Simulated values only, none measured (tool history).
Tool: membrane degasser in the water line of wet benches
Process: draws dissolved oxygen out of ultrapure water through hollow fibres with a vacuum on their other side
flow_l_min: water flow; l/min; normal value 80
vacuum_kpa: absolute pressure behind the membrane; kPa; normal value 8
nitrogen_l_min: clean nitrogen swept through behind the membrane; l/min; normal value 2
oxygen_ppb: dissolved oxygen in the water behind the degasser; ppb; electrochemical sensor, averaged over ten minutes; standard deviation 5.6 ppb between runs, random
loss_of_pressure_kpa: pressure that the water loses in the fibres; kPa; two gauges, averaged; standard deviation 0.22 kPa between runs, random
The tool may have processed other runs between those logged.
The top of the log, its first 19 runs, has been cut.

run	hour	flow_l_min	vacuum_kpa	nitrogen_l_min	hours since the membrane was changed	hours since the vacuum gauge was calibrated	hours since the vacuum lines were made tight	oxygen_ppb	loss_of_pressure_kpa
20	1499.1	74	8.75	2	3897	1081	5352	574.5	52.44
21	1599.1	80	8	2.98	3997	1181	5452	476.4	56.9
22	1670.8	80	8	2.98	4069	1253	5523	478.2	56.66
23	1781	57	8	1.91	4179	1363	5634	400.1	40.55
24	1843.2	57	8	1.91	4241	1425	5696	401.8	40.69
25	1897.8	57	8	1.91	4296	1480	5750	409.1	40.4
# hour 1953.8: seals of the vacuum lines changed
26	1997	106	8	1.91	4393	1577	43	797.4	75.87
27	2056.5	106	8	1.91	4452	1637	103	799.4	75.72
28	2130	106	8	5.07	4526	1710	176	552.3	75.4

Estimate the outcome of run 29 from the log above:
29	2183.5	106	8	5.07	4579	1764	230	?	?

For run 29 the tool returned oxygen_ppb 549.8 ppb, loss_of_pressure_kpa 74.83 kPa.
On a tool with no hidden condition, and with the same random variation, this run would have come out at oxygen_ppb 522.6 ppb, loss_of_pressure_kpa 73.02 kPa.
